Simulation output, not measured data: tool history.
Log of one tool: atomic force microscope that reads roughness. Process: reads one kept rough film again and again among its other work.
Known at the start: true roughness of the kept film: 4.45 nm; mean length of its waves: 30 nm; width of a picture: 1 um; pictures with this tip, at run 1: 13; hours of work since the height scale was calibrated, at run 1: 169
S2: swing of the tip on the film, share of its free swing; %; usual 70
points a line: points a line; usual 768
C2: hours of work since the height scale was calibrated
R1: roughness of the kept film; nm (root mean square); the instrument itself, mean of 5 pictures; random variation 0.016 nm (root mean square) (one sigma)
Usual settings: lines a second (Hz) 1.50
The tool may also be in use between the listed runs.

{"run": 1, "hour": 0.0, "lines a second (Hz)": 1.5, "S2": 70, "points a line": 768, "pictures with this tip": 13, "C2": 169, "R1": 3.686}
{"run": 2, "hour": 49.8, "lines a second (Hz)": 2.18, "S2": 70, "points a line": 768, "pictures with this tip": 77, "C2": 207, "R1": 2.96}
{"hour": 63.3, "done": "new tip fitted"}
{"run": 3, "hour": 96.6, "lines a second (Hz)": 1.5, "S2": 65, "points a line": 768, "pictures with this tip": 43, "C2": 242, "R1": 3.348}
{"run": 4, "hour": 124.9, "lines a second (Hz)": 1.5, "S2": 65, "points a line": 768, "pictures with this tip": 79, "C2": 264, "R1": 3.057}
{"hour": 134.6, "done": "new tip fitted"}
{"run": 5, "hour": 147.5, "lines a second (Hz)": 1.5, "S2": 65, "points a line": 768, "pictures with this tip": 17, "C2": 281, "R1": 3.683}
{"run": 6, "hour": 183.9, "lines a second (Hz)": 1.5, "S2": 70, "points a line": 768, "pictures with this tip": 64, "C2": 308, "R1": 3.138}
{"hour": 206.8, "done": "new tip fitted"}
{"run": 7, "hour": 214.8, "lines a second (Hz)": 1.5, "S2": 70, "points a line": 768, "pictures with this tip": 11, "C2": 332, "R1": 3.645}
{"run": 8, "hour": 248.5, "lines a second (Hz)": 1.5, "S2": 70, "points a line": 768, "pictures with this tip": 54, "C2": 357, "R1": 3.17}
{"hour": 278.5, "done": "new tip fitted"}
{"run": 9, "hour": 280.5, "lines a second (Hz)": 1.5, "S2": 70, "points a line": 768, "pictures with this tip": 2, "C2": 382, "R1": 3.744}
{"run": 10, "hour": 331.2, "lines a second (Hz)": 3.13, "S2": 70, "points a line": 768, "pictures with this tip": 67, "C2": 420, "R1": 2.975}
{"hour": 352.4, "done": "new tip fitted"}
{"run": 11, "hour": 363.9, "lines a second (Hz)": 3.13, "S2": 70, "points a line": 768, "pictures with this tip": 15, "C2": 445, "R1": 3.394}
{"hour": 369.1, "done": "height scale calibrated on a step standard"}
{"run": 12, "hour": 390.1, "lines a second (Hz)": 1.5, "S2": 70, "points a line": 768, "pictures with this tip": 47, "C2": 16, "R1": 3.33}
{"hour": 427.9, "done": "new tip fitted"}
{"run": 13, "hour": 439.4, "lines a second (Hz)": 1.5, "S2": 70, "points a line": 768, "pictures with this tip": 15, "C2": 53, "R1": 3.621}
{"run": 14, "hour": 480.0, "lines a second (Hz)": 0.57, "S2": 70, "points a line": 768, "pictures with this tip": 67, "C2": 84, "R1": 3.235}
{"hour": 499.1, "done": "new tip fitted"}
{"run": 15, "hour": 532.5, "lines a second (Hz)": 0.57, "S2": 70, "points a line": 768, "pictures with this tip": 43, "C2": 124, "R1": 3.513}
{"run": 16, "hour": 557.9, "lines a second (Hz)": 2.28, "S2": 70, "points a line": 841, "pictures with this tip": 75, "C2": 144, "R1": 2.987}
{"hour": 572.5, "done": "new tip fitted"}
{"run": 17, "hour": 607.0, "lines a second (Hz)": 2.28, "S2": 70, "points a line": 841, "pictures with this tip": 45, "C2": 181, "R1": 3.208}
{"hour": 645.8, "done": "new tip fitted"}
{"hour": 654.6, "done": "height scale calibrated on a step standard, once more"}
{"run": 18, "hour": 659.2, "lines a second (Hz)": 2.28, "S2": 70, "points a line": 841, "pictures with this tip": 16, "C2": 3, "R1": 3.467}
{"run": 19, "hour": 709.3, "lines a second (Hz)": 1.07, "S2": 80, "points a line": 768, "pictures with this tip": 80, "C2": 42, "R1": 2.906}
{"hour": 720.6, "done": "new tip fitted"}
{"run": 20, "hour": 745.0, "lines a second (Hz)": 1.26, "S2": 80, "points a line": 549, "pictures with this tip": 31, "C2": 69, "R1": 3.335}
{"run": 21, "hour": 774.7, "lines a second (Hz)": 0.99, "S2": 70, "points a line": 869, "pictures with this tip": 69, "C2": 91, "R1": 3.119}
{"hour": 793.9, "done": "new tip fitted"}
{"run": 22, "hour": 822.6, "lines a second (Hz)": 0.99, "S2": 89, "points a line": 302, "pictures with this tip": 37, "C2": 128, "R1": 3.195}
{"run": 23, "hour": 848.0, "lines a second (Hz)": 1.56, "S2": 58, "points a line": 539, "pictures with this tip": 70, "C2": 147, "R1": 3.146}

4 ways to go on from here, each from the tool as it stands after run 23. What would each give?
{"hour": 867.2, "done": "new tip fitted"}
{"run": "A", "hour": 874.9, "lines a second (Hz)": 2.82, "S2": 90, "points a line": 862, "pictures with this tip": 10, "C2": 167, "R1": "?"}
{"hour": 867.2, "done": "new tip fitted"}
{"run": "B", "hour": 874.9, "lines a second (Hz)": 3.6, "S2": 68, "points a line": 419, "pictures with this tip": 10, "C2": 167, "R1": "?"}
{"hour": 867.2, "done": "new tip fitted"}
{"run": "C", "hour": 874.9, "lines a second (Hz)": 1.5, "S2": 70, "points a line": 566, "pictures with this tip": 10, "C2": 167, "R1": "?"}
{"hour": 867.2, "done": "new tip fitted"}
{"run": "D", "hour": 874.9, "lines a second (Hz)": 3.32, "S2": 67, "points a line": 329, "pictures with this tip": 10, "C2": 167, "R1": "?"}

run=A R1=2.933
run=B R1=3.407
run=C R1=3.655
run=D R1=3.450
Without the tool's hidden state the same runs would have given:
run=A R1=3.045
run=B R1=3.537
run=C R1=3.795
run=D R1=3.582
